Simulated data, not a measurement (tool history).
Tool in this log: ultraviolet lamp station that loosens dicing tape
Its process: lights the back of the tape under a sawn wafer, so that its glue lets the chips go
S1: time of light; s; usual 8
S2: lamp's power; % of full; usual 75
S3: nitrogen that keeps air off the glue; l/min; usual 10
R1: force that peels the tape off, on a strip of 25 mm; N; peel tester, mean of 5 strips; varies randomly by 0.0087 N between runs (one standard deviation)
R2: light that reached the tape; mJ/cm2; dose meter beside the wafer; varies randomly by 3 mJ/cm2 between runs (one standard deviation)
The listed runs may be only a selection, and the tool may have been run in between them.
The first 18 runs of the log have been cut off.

run    hour  S1  S2  S3     R1    R2
 19   701.4   8  81   6  0.406   475
 20   750.4   4  75  10  0.848   220
 21   775.3   9  67  11  0.328   440
 22   819.2  12  97   3  0.293   852
 23   852.3   8  87   3  0.564   509
 24   885.4   8  71   3  0.739   418
 25   919.8   8  71   3  0.728   419
 26   969.3  10  63  16  0.288   461
      992.2  -- window cleaned of glue's vapour
 27   992.2   8  65   8  0.486   384
 28  1016.1   8  81  20  0.265   479
 29  1046.4   8  81  20  0.262   477
 30  1075.5   8  81  20  0.265   477
 31  1111.7   6  60   9  0.738   263
 32  1140.8  15  94   5  0.215  1040

Here are 4 independent what-if runs from the current tool condition. What would each one return?
  A  1181.3   8  77  10   ?   ?
  B  1181.3   8  86  10   ?   ?
  C  1181.3   4  94   5   ?   ?
  D  1181.3   6  61   3   ?   ?

run     R1   R2
  A  0.348  446
  B  0.302  506
  C  0.917  279
  D  1.191  267
With the hidden condition removed and each run's random variation left untouched, the same runs would have given:
run     R1   R2
  A  0.347  448
  B  0.301  508
  C  0.913  280
  D  1.188  268
